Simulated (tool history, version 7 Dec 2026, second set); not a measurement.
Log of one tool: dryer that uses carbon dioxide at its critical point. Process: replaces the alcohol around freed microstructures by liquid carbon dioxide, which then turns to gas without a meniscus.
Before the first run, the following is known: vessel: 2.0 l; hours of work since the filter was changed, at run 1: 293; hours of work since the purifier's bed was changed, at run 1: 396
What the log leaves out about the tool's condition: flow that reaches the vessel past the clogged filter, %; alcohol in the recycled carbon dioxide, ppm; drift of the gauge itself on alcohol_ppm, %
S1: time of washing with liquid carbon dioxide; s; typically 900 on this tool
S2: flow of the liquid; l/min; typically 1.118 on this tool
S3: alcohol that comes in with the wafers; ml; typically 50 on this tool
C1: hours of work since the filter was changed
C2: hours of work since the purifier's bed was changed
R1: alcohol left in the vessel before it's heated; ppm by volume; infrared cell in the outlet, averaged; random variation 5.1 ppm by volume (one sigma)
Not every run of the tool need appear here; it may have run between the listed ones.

| run | hour | S1 | S2 | S3 | C1 | C2 | R1 |
|---|---|---|---|---|---|---|---|
| 1 | 0.0 | 900 | 1.118 | 50 | 293 | 396 | 148 |
| 2 | 24.6 | 780 | 1.118 | 50 | 307 | 409 | 224 |
| 3 | 53.1 | 780 | 1.118 | 50 | 323 | 426 | 230 |
| 4 | 101.5 | 780 | 1.118 | 50 | 351 | 453 | 233 |
| 5 | 144.2 | 900 | 0.890 | 50 | 375 | 477 | 315 |
| 6 | 181.3 | 960 | 1.118 | 50 | 396 | 498 | 148 |
| 7 | 207.6 | 900 | 1.118 | 50 | 411 | 513 | 171 |
| 8 | 258.6 | 900 | 1.118 | 50 | 440 | 542 | 188 |
| 9 | 293.4 | 900 | 1.118 | 50 | 460 | 562 | 192 |
| 10 | 339.2 | 900 | 1.118 | 50 | 486 | 588 | 199 |
|  | 350.6 | inlet filter changed |
| 11 | 390.0 | 900 | 1.118 | 47 | 22 | 616 | 170 |
| 12 | 437.9 | 900 | 1.118 | 28 | 50 | 643 | 154 |
| 13 | 474.8 | 900 | 1.118 | 28 | 70 | 664 | 166 |
| 14 | 512.3 | 900 | 1.118 | 28 | 92 | 685 | 174 |
| 15 | 547.6 | 900 | 1.118 | 50 | 112 | 706 | 202 |
| 16 | 588.3 | 900 | 1.118 | 50 | 135 | 729 | 212 |
| 17 | 610.1 | 780 | 1.118 | 50 | 147 | 741 | 281 |
| 18 | 658.6 | 780 | 1.140 | 50 | 175 | 768 | 270 |
| 19 | 685.1 | 900 | 1.118 | 29 | 190 | 783 | 201 |
| 20 | 733.5 | 900 | 1.118 | 29 | 217 | 811 | 203 |
| 21 | 769.0 | 900 | 1.118 | 29 | 237 | 831 | 205 |
| 22 | 818.2 | 900 | 1.118 | 50 | 265 | 859 | 227 |
| 23 | 867.4 | 900 | 1.118 | 50 | 293 | 887 | 245 |
|  | 898.4 | purifier's bed changed |
| 24 | 914.2 | 1380 | 0.690 | 22 | 318 | 9 | 38 |
| 25 | 964.4 | 1260 | 1.130 | 77 | 346 | 37 | 11 |
| 26 | 988.0 | 600 | 0.840 | 29 | 360 | 51 | 708 |
| 27 | 1012.0 | 600 | 1.030 | 42 | 373 | 64 | 558 |
| 28 | 1059.8 | 720 | 1.770 | 51 | 400 | 92 | 41 |
| 29 | 1098.1 | 1080 | 1.320 | 114 | 422 | 113 | 42 |
| 30 | 1131.5 | 1200 | 1.480 | 41 | 441 | 132 | 34 |
| 31 | 1160.6 | 1200 | 1.480 | 41 | 458 | 149 | 29 |
| 32 | 1196.1 | 960 | 0.880 | 43 | 478 | 169 | 184 |
|  | 1224.7 | inlet filter changed |
| 33 | 1227.1 | 720 | 1.720 | 59 | 1 | 186 | 61 |
| 34 | 1276.8 | 900 | 1.790 | 68 | 30 | 214 | 43 |
| 35 | 1313.9 | 900 | 1.118 | 117 | 51 | 235 | 169 |
| 36 | 1350.9 | 900 | 1.118 | 117 | 72 | 256 | 181 |
| 37 | 1377.6 | 900 | 0.770 | 50 | 87 | 271 | 401 |
| 38 | 1413.9 | 1020 | 0.690 | 54 | 107 | 292 | 388 |
| 39 | 1448.5 | 720 | 1.400 | 102 | 127 | 311 | 196 |
| 40 | 1488.5 | 720 | 1.060 | 102 | 150 | 334 | 571 |
| 41 | 1532.8 | 720 | 1.060 | 102 | 175 | 359 | 593 |
| 42 | 1556.3 | 1440 | 1.118 | 53 | 188 | 373 | 91 |
| 43 | 1590.9 | 1440 | 1.118 | 53 | 208 | 392 | 82 |
| 44 | 1613.7 | 900 | 0.730 | 26 | 221 | 405 | 302 |
| 45 | 1655.4 | 720 | 0.730 | 26 | 244 | 429 | 621 |
| 46 | 1695.0 | 720 | 0.730 | 26 | 267 | 451 | 618 |

Consider 4 possible next runs. They are alternatives, not a sequence: every one starts from the tool as it was left by run 46. What does each give?
| A | 1740.0 | 1260 | 0.870 | 36 | 292 | 477 | ? |
| B | 1740.0 | 900 | 1.118 | 47 | 292 | 477 | ? |
| C | 1740.0 | 900 | 0.870 | 50 | 292 | 477 | ? |
| D | 1740.0 | 720 | 1.280 | 26 | 292 | 477 | ? |

| run | R1 |
|---|---|
| A | 126 |
| B | 160 |
| C | 335 |
| D | 161 |
What these runs would have given with no unlogged condition in the tool:
| run | R1 |
|---|---|
| A | 22 |
| B | 48 |
| C | 186 |
| D | 51 |
